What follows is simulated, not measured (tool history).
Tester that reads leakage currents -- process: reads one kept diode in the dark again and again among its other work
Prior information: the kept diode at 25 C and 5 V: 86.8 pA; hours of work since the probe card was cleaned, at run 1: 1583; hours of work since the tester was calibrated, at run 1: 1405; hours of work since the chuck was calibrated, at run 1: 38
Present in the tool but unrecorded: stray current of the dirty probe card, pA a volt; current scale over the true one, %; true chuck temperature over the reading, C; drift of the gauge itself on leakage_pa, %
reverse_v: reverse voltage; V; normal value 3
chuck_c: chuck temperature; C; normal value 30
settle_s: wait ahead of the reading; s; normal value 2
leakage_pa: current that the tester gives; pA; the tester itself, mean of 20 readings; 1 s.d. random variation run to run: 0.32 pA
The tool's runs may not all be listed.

run,hour,reverse_v,chuck_c,settle_s,hours of work since the probe card was cleaned,hours of work since the tester was calibrated,hours of work since the chuck was calibrated,leakage_pa
1,0,3,30,2,1583,1405,38,110.36
2,43.1,3,30,2,1615,1437,70,109.48
3,90.2,3,33,2,1649,1471,104,136.91
4,143.2,3,30,2,1687,1509,143,108.84
5,187.4,3,30,2,1720,1542,175,107.56
6,221.7,3,25,2,1744,1566,200,73.67
7,249.1,3,25,2,1764,1586,219,73.43
8,290.5,3,25,2,1795,1617,250,73.04
# hour 329.9: probe card cleaned and baked
9,349.9,3,25,2,15,1658,291,64.59
10,382.7,3,25,2.21,38,1681,314,64.05
11,420.9,3,25,2.21,66,1709,342,63.95
12,464.9,3,25,2.21,98,1741,374,63.67
13,501.9,4.78,22,0.49,125,1768,401,62.08
14,539.2,1.77,30,2,152,1795,428,74.18
15,571.8,2.41,30,2,176,1819,452,85.6

How would selected steps in leakage_pa from run to run divide? Give the signed amount a tool lacking its hidden state would still show from settings, what came in and random variation, and the signed amount left for the hidden state, including any gauge scatter that is not in both of the compared results.
Run 5 -> 6: chuck_c 30 -> 25. leakage_pa -33.89 pA: hidden state +0.97, all else -34.86.
Run 8 -> 9: probe card cleaned and baked. leakage_pa -8.45 pA: hidden state -8.62, all else +0.17.
